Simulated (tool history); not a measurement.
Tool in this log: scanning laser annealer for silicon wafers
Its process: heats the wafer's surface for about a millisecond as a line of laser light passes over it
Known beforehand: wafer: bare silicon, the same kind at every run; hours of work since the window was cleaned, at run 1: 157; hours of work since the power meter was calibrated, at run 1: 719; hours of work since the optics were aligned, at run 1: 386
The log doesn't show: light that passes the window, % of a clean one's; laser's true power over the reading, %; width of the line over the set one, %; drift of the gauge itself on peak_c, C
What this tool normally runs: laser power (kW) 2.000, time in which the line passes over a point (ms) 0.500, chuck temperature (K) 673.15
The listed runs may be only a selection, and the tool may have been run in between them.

run   hour  laser power (kW)  time in which the line passes over a point (ms)  chuck temperature (K)  hours of work since the window was cleaned  hours of work since the power meter was calibrated  hours of work since the optics were aligned  highest temperature of the surface (K)
  1    0.0             2.000                                            0.500                 673.15                                         157                                                 719                                          386                                 1468.15
  2   25.8             2.000                                            0.500                 673.15                                         174                                                 736                                          403                                 1474.15
  3   45.4             2.000                                            0.500                 673.15                                         188                                                 750                                          417                                 1475.15
  4   64.1             2.086                                            0.500                 673.15                                         201                                                 762                                          430                                 1505.15
  5   75.4             2.000                                            0.500                 673.15                                         208                                                 770                                          437                                 1471.15
  6   92.8             2.000                                            0.500                 673.15                                         220                                                 782                                          449                                 1469.15
      97.3  -- laser's power meter calibrated
  7  116.2             1.824                                            0.439                 642.15                                         234                                                  13                                          463                                 1337.15

Run 8, settings as shown, results not yet in. Your forecast:
  8  132.4             1.824                                            0.439                 642.15                                         245                                                  24                                          474                                       ?

highest temperature of the surface (K): 1333.15
Take away the tool's hidden state, keep the run-to-run variation as it was, and the same run would have given highest temperature of the surface (K) 1331.15.

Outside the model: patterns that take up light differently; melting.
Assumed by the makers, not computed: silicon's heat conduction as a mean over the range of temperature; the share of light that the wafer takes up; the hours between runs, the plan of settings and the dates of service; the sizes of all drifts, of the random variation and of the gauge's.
